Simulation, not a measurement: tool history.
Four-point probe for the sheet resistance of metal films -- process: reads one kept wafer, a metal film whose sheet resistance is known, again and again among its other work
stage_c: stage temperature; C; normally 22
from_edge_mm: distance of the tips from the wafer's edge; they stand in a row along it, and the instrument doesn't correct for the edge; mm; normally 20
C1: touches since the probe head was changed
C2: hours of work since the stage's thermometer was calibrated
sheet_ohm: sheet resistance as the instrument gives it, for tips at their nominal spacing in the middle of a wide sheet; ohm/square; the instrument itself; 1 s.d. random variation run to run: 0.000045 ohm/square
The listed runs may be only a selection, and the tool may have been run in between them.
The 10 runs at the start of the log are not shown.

run 11 hour=961.9 | stage_c=24 from_edge_mm=20 | C1=116699 C2=1970 | sheet_ohm=0.223692
run 12 hour=1056.4 | stage_c=24 from_edge_mm=20 | C1=120952 C2=2032 | sheet_ohm=0.223737
run 13 hour=1169 | stage_c=24 from_edge_mm=20 | C1=126022 C2=2105 | sheet_ohm=0.223599
run 14 hour=1311.9 | stage_c=24 from_edge_mm=20 | C1=132453 C2=2198 | sheet_ohm=0.223465
run 15 hour=1419.7 | stage_c=24 from_edge_mm=5 | C1=137302 C2=2268 | sheet_ohm=0.224539
run 16 hour=1506.2 | stage_c=24 from_edge_mm=5 | C1=141194 C2=2324 | sheet_ohm=0.224502
run 17 hour=1575.3 | stage_c=22 from_edge_mm=20 | C1=144304 C2=2369 | sheet_ohm=0.223292
run 18 hour=1663.4 | stage_c=22 from_edge_mm=20 | C1=148269 C2=2426 | sheet_ohm=0.223202
run 19 hour=1788.7 | stage_c=22 from_edge_mm=20 | C1=153911 C2=2508 | sheet_ohm=0.223113
run 20 hour=1876.7 | stage_c=22 from_edge_mm=20 | C1=157870 C2=2565 | sheet_ohm=0.223049
run 21 hour=1998.6 | stage_c=22 from_edge_mm=20 | C1=163358 C2=2644 | sheet_ohm=0.222988
run 22 hour=2095.2 | stage_c=28 from_edge_mm=20 | C1=167705 C2=2707 | sheet_ohm=0.223028
run 23 hour=2159.9 | stage_c=21 from_edge_mm=58 | C1=170614 C2=2749 | sheet_ohm=0.22277
run 24 hour=2256.2 | stage_c=25 from_edge_mm=9 | C1=174948 C2=2812 | sheet_ohm=0.223189
run 25 hour=2340.7 | stage_c=25 from_edge_mm=9 | C1=178752 C2=2866 | sheet_ohm=0.223153
-- hour=2474.3 stage's thermometer calibrated
run 26 hour=2485.2 | stage_c=25 from_edge_mm=9 | C1=185230 C2=7 | sheet_ohm=0.223535

Expected results for the next run?
run 27 hour=2547.6 | stage_c=23 from_edge_mm=66 | C1=188040 C2=48 | sheet_ohm=?

For run 27 the tool returned sheet_ohm 0.223045 ohm/square.
Without the tool's hidden state the same run would have given sheet_ohm 0.225627 ohm/square.
